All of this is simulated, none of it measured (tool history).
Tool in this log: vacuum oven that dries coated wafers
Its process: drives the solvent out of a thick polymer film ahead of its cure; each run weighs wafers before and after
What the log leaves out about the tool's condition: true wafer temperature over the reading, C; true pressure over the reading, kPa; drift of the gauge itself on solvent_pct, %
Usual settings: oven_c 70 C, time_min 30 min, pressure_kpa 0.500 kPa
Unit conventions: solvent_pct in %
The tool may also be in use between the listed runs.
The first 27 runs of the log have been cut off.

run	day	oven_c	time_min	pressure_kpa	hours of work since the thermocouples were calibrated	hours of work since the vacuum gauge was cleaned of residue	solvent_pct
28	10.446	70	22	0.500	26	624	2.09
29	10.879	56	30	0.500	32	630	6.12
30	11.371	70	44	0.497	39	637	0.48
31	11.633	80	31	0.253	43	641	0.13
32	11.954	59	20	0.437	47	645	7.16
33	12.288	59	20	0.437	52	650	7.18
34	12.692	59	20	0.437	57	656	7.17
35	13.029	70	37	0.500	62	660	0.64
36	13.396	83	27	0.500	67	665	0.19

Branching from run 36: 4 alternative next runs. What would each branch give?
A	13.733	68	30	0.422	72	670	?
B	13.733	80	19	1.026	72	670	?
C	13.733	65	46	0.290	72	670	?
D	13.733	83	50	0.500	72	670	?

run	solvent_pct
A	1.44
B	0.68
C	0.88
D	0.18
Had the tool no hidden state, the same runs would have come out as:
run	solvent_pct
A	1.40
B	0.64
C	0.81
D	0.14
